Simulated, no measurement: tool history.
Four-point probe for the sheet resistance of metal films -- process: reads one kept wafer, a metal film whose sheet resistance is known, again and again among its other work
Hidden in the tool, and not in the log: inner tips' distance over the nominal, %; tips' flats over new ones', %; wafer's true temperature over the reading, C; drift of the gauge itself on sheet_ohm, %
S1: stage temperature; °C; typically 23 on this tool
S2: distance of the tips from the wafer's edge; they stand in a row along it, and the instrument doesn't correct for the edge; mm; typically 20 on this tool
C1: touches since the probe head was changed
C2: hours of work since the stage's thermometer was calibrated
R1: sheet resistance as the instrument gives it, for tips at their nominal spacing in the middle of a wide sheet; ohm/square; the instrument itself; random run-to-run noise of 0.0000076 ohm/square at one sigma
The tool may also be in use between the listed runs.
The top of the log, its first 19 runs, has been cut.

{"run": 20, "hour": 281.0, "S1": 23, "S2": 10, "C1": 43201, "C2": 479, "R1": 0.038648}
{"run": 21, "hour": 301.1, "S1": 23, "S2": 10, "C1": 44124, "C2": 493, "R1": 0.038654}
{"run": 22, "hour": 316.4, "S1": 21, "S2": 48, "C1": 44823, "C2": 504, "R1": 0.038323}
{"run": 23, "hour": 335.6, "S1": 21, "S2": 48, "C1": 45699, "C2": 517, "R1": 0.038312}
{"run": 24, "hour": 349.0, "S1": 34, "S2": 48, "C1": 46313, "C2": 526, "R1": 0.038518}
{"run": 25, "hour": 361.6, "S1": 33, "S2": 53, "C1": 46889, "C2": 535, "R1": 0.038485}
{"run": 26, "hour": 379.5, "S1": 34, "S2": 42, "C1": 47709, "C2": 547, "R1": 0.038512}
{"run": 27, "hour": 395.3, "S1": 34, "S2": 42, "C1": 48434, "C2": 558, "R1": 0.038523}
{"run": 28, "hour": 410.3, "S1": 34, "S2": 70, "C1": 49117, "C2": 569, "R1": 0.038506}
{"run": 29, "hour": 426.6, "S1": 20, "S2": 13, "C1": 49866, "C2": 580, "R1": 0.038497}
{"run": 30, "hour": 449.3, "S1": 19, "S2": 65, "C1": 50903, "C2": 595, "R1": 0.038291}
{"run": 31, "hour": 472.7, "S1": 19, "S2": 27, "C1": 51972, "C2": 612, "R1": 0.038341}
{"run": 32, "hour": 494.3, "S1": 24, "S2": 7, "C1": 52963, "C2": 627, "R1": 0.039014}
{"run": 33, "hour": 504.8, "S1": 24, "S2": 7, "C1": 53443, "C2": 634, "R1": 0.039028}
{"run": 34, "hour": 526.3, "S1": 33, "S2": 25, "C1": 54425, "C2": 649, "R1": 0.038548}
{"run": 35, "hour": 549.6, "S1": 19, "S2": 10, "C1": 55494, "C2": 665, "R1": 0.038628}
{"run": 36, "hour": 565.5, "S1": 29, "S2": 73, "C1": 56221, "C2": 676, "R1": 0.038448}
{"run": 37, "hour": 577.1, "S1": 23, "S2": 73, "C1": 56750, "C2": 684, "R1": 0.03835}
{"run": 38, "hour": 590.4, "S1": 23, "S2": 73, "C1": 57359, "C2": 693, "R1": 0.038362}

Alternative continuations, all from the tool just after run 38; predict every row:
{"run": "A", "hour": 603.5, "S1": 23, "S2": 12, "C1": 57958, "C2": 702, "R1": "?"}
{"run": "B", "hour": 603.5, "S1": 19, "S2": 26, "C1": 57958, "C2": 702, "R1": "?"}
{"run": "C", "hour": 603.5, "S1": 34, "S2": 14, "C1": 57958, "C2": 702, "R1": "?"}
{"run": "D", "hour": 603.5, "S1": 26, "S2": 20, "C1": 57958, "C2": 702, "R1": "?"}
{"run": "E", "hour": 603.5, "S1": 33, "S2": 5, "C1": 57958, "C2": 702, "R1": "?"}

run=A R1=0.038586
run=B R1=0.038344
run=C R1=0.038713
run=D R1=0.038478
run=E R1=0.039794
Stripped of hidden state, with their random variation kept, the same runs would have yielded:
run=A R1=0.038227
run=B R1=0.037988
run=C R1=0.038352
run=D R1=0.038120
run=E R1=0.039423

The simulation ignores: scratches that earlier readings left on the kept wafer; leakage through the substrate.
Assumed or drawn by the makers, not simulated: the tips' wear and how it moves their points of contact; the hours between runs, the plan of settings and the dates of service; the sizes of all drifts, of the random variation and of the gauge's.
